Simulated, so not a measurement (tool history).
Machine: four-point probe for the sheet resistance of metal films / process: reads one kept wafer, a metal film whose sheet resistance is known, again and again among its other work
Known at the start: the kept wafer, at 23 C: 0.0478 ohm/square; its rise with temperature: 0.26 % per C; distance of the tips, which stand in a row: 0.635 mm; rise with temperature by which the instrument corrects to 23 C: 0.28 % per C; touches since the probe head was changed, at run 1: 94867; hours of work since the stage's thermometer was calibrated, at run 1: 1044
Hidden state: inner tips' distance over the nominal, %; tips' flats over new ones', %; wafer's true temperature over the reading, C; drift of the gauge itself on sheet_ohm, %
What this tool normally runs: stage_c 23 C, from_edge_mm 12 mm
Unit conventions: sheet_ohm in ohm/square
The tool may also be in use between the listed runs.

run,hour,stage_c,from_edge_mm,touches since the probe head was changed,hours of work since the stage's thermometer was calibrated,sheet_ohm
1,0,23,12,94867,1044,0.047947
2,36.8,23,12,96464,1067,0.047949
3,62.1,23,12,97561,1082,0.047952
4,84.8,23,12,98548,1097,0.047962
5,129.4,23,7,100483,1124,0.048082
6,167.3,23,7,102128,1148,0.048091
7,204.9,23,7,103760,1172,0.048083
8,251.4,23,7,105781,1201,0.048097
9,278.3,23,7,106948,1217,0.048081
10,311.5,23,7,108389,1238,0.048076
11,364.1,23,7,110671,1271,0.048064
12,391.4,23,7,111857,1288,0.048071
13,444.1,23,7,114144,1321,0.048057
14,473,23,7,115401,1339,0.048067
15,507.2,23,7,116886,1360,0.048044
16,532.1,23,7,117964,1376,0.048059
17,575.1,23,7,119833,1403,0.048056
18,612.5,23,12,121456,1426,0.047905
19,652.6,27,34,123195,1451,0.047818
20,696.6,29,3,125105,1478,0.04891
21,719.6,29,3,126105,1493,0.048901
# hour 722.6: stage's thermometer calibrated
22,754.5,29,3,127595,20,0.0489
23,798.4,24,5,129502,47,0.048252
24,822.8,23,31,130562,63,0.047869
25,858.2,24,22,132097,85,0.047854
26,888.2,24,22,133399,103,0.047851
27,924.5,24,8,134977,126,0.047981
28,955.9,35,47,136341,146,0.047716
# hour 963.6: stage's thermometer calibrated, once more
29,994.2,23,11,137981,19,0.047896
30,1022.6,30,69,139213,37,0.047703
31,1064,23,5,141011,63,0.048212
32,1105.2,33,59,142800,88,0.047682
33,1146.9,32,5,144611,114,0.048116
34,1171.7,22,15,145684,130,0.047851
35,1204.6,19,6,147113,150,0.048128
36,1258.7,32,4,149462,184,0.048326

Consider 3 possible next runs. They are alternatives, not a sequence: every one starts from the tool as it was left by run 36. What does each give?
A,1303.3,27,29,151396,212,?
B,1303.3,24,67,151396,212,?
C,1303.3,25,28,151396,212,?

run,sheet_ohm
A,0.047754
B,0.047786
C,0.047764
Without the tool's unlogged condition, the same runs would have read:
run,sheet_ohm
A,0.047771
B,0.047804
C,0.047782
